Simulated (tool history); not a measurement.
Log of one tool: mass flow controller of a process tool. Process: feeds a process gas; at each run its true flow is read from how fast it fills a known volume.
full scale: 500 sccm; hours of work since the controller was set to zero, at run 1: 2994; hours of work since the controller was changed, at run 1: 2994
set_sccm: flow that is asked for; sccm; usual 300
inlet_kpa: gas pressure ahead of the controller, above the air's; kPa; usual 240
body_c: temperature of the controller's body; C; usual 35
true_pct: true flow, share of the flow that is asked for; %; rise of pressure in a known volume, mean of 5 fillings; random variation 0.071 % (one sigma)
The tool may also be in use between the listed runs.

| run | hour | set_sccm | inlet_kpa | body_c | hours of work since the controller was set to zero | hours of work since the controller was changed | true_pct |
|---|---|---|---|---|---|---|---|
| 1 | 0.0 | 300 | 240 | 35 | 2994 | 2994 | 99.65 |
| 2 | 45.9 | 102 | 240 | 35 | 3011 | 3011 | 98.23 |
| 3 | 104.2 | 102 | 240 | 29 | 3032 | 3032 | 97.70 |
| 4 | 148.4 | 102 | 240 | 29 | 3048 | 3048 | 97.70 |
| 5 | 182.8 | 102 | 240 | 29 | 3061 | 3061 | 97.58 |
| 6 | 239.4 | 102 | 240 | 29 | 3082 | 3082 | 97.72 |
| 7 | 306.4 | 403 | 240 | 29 | 3106 | 3106 | 99.81 |
| 8 | 346.4 | 57 | 240 | 35 | 3121 | 3121 | 97.85 |
| 9 | 391.6 | 57 | 240 | 35 | 3138 | 3138 | 97.93 |
| 10 | 452.4 | 300 | 240 | 35 | 3160 | 3160 | 99.52 |
| 11 | 490.4 | 300 | 240 | 35 | 3174 | 3174 | 99.61 |
| 12 | 524.3 | 300 | 240 | 35 | 3186 | 3186 | 99.69 |
| 13 | 578.8 | 300 | 240 | 35 | 3206 | 3206 | 99.60 |
| 14 | 619.3 | 300 | 240 | 35 | 3221 | 3221 | 99.55 |
| 15 | 662.1 | 300 | 240 | 35 | 3237 | 3237 | 99.61 |
| 16 | 695.0 | 147 | 240 | 35 | 3249 | 3249 | 98.53 |
| 17 | 757.0 | 97 | 171 | 39 | 3272 | 3272 | 98.46 |
| 18 | 811.1 | 300 | 143 | 24 | 3292 | 3292 | 98.35 |
| 19 | 872.8 | 300 | 143 | 24 | 3314 | 3314 | 98.39 |
| 20 | 914.8 | 318 | 143 | 22 | 3330 | 3330 | 98.22 |
| 21 | 985.0 | 318 | 143 | 22 | 3355 | 3355 | 98.33 |
| 22 | 1018.0 | 300 | 240 | 21 | 3367 | 3367 | 98.26 |
| 23 | 1080.7 | 300 | 240 | 21 | 3390 | 3390 | 98.39 |
| 24 | 1114.1 | 98 | 240 | 21 | 3403 | 3403 | 96.89 |
| 25 | 1175.7 | 95 | 240 | 20 | 3425 | 3425 | 96.74 |
| 26 | 1227.2 | 95 | 240 | 20 | 3444 | 3444 | 96.73 |
| 27 | 1273.7 | 95 | 240 | 20 | 3461 | 3461 | 96.65 |
| 28 | 1334.8 | 95 | 140 | 24 | 3484 | 3484 | 96.95 |
| 29 | 1398.0 | 51 | 156 | 33 | 3507 | 3507 | 97.55 |

Forecast each of these 4 alternatives for the next run:
| A | 1464.9 | 150 | 150 | 33 | 3531 | 3531 | ? |
| B | 1464.9 | 494 | 178 | 24 | 3531 | 3531 | ? |
| C | 1464.9 | 171 | 240 | 35 | 3531 | 3531 | ? |
| D | 1464.9 | 98 | 197 | 35 | 3531 | 3531 | ? |

| run | true_pct |
|---|---|
| A | 98.30 |
| B | 99.96 |
| C | 98.65 |
| D | 98.05 |
Without the tool's hidden state the same runs would have given:
| run | true_pct |
|---|---|
| A | 98.33 |
| B | 99.98 |
| C | 98.69 |
| D | 98.10 |
